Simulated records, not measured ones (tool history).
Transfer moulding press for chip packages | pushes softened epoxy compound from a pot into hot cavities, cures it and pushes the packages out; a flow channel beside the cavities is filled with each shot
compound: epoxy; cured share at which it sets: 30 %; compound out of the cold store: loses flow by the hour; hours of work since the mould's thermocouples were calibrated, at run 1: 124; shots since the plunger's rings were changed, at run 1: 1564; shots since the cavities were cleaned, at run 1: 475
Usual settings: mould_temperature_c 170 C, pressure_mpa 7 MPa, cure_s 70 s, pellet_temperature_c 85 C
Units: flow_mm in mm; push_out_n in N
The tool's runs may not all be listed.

| run | day | mould_temperature_c | pressure_mpa | cure_s | pellet_temperature_c | hours of work since the mould's thermocouples were calibrated | shots since the plunger's rings were changed | shots since the cavities were cleaned | incoming compound's hours out of the cold store | flow_mm | push_out_n |
|---|---|---|---|---|---|---|---|---|---|---|---|
| 1 | 0 | 170 | 7 | 70 | 85 | 124 | 1564 | 475 | 47.8 | 838 | 547 |
|  | 0.125 | cavities cleaned with cleaning compound and waxed |
| 2 | 0.346 | 170 | 7 | 70 | 85 | 128 | 1646 | 63 | 14 | 990 | 614 |
| 3 | 0.842 | 170 | 7 | 70 | 85 | 134 | 1788 | 205 | 44 | 850 | 579 |
|  | 1.046 | cavities cleaned with cleaning compound and waxed, once more |
| 4 | 1.292 | 170 | 5.45 | 70 | 85 | 139 | 1898 | 70 | 36.5 | 771 | 448 |
| 5 | 1.55 | 170 | 5.45 | 70 | 85 | 142 | 1973 | 145 | 15 | 865 | 496 |
| 6 | 1.988 | 170 | 5.45 | 70 | 85 | 148 | 2098 | 270 | 44.9 | 740 | 498 |
| 7 | 2.371 | 170 | 7 | 70 | 88 | 153 | 2208 | 380 | 32.7 | 892 | 552 |
| 8 | 2.662 | 170 | 7 | 70 | 88 | 156 | 2292 | 464 | 29.7 | 907 | 576 |
|  | 2.812 | cavities cleaned with cleaning compound and waxed |
| 9 | 3.158 | 170 | 7 | 70 | 88 | 162 | 2416 | 99 | 11.8 | 984 | 456 |
| 10 | 3.538 | 178 | 6.35 | 51 | 85 | 166 | 2524 | 207 | 8.9 | 931 | 730 |
| 11 | 4.058 | 165 | 7 | 54 | 85 | 173 | 2674 | 357 | 34.1 | 904 | 1413 |
| 12 | 4.408 | 165 | 7 | 54 | 85 | 177 | 2773 | 456 | 11.3 | 1014 | 1631 |
|  | 4.575 | cavities cleaned with cleaning compound and waxed |
| 13 | 4.833 | 165 | 7 | 54 | 85 | 182 | 2878 | 74 | 28.9 | 927 | 1221 |
| 14 | 5.104 | 165 | 6.02 | 68 | 93 | 185 | 2956 | 152 | 27.3 | 862 | 717 |
| 15 | 5.462 | 175 | 7 | 59 | 85 | 190 | 3058 | 254 | 25.2 | 899 | 555 |
| 16 | 5.958 | 175 | 7 | 59 | 85 | 196 | 3200 | 396 | 35.8 | 850 | 592 |
| 17 | 6.204 | 170 | 6.65 | 91 | 90 | 199 | 3271 | 467 | 39 | 832 | 406 |

Hidden state or all else? Some run-to-run changes of flow_mm, split into what the settings, what came in and random variation would give without the hidden state, and what is left for the hidden state (with any gauge scatter that isn't in both results):
The hidden state here: true mould temperature over the reading, C; pressure that reaches the compound, % of what is set; grip of the stained cavities, % over clean ones'; drift of the gauge itself on flow_mm, %; drift of the gauge itself on push_out_n, %.
Run 1 -> 2: cavities cleaned with cleaning compound and waxed. flow_mm +152 mm: hidden state -2, all else +154.
Run 6 -> 7: pressure_mpa 5.45 -> 7, pellet_temperature_c 85 -> 88. flow_mm +152 mm: hidden state -5, all else +157.

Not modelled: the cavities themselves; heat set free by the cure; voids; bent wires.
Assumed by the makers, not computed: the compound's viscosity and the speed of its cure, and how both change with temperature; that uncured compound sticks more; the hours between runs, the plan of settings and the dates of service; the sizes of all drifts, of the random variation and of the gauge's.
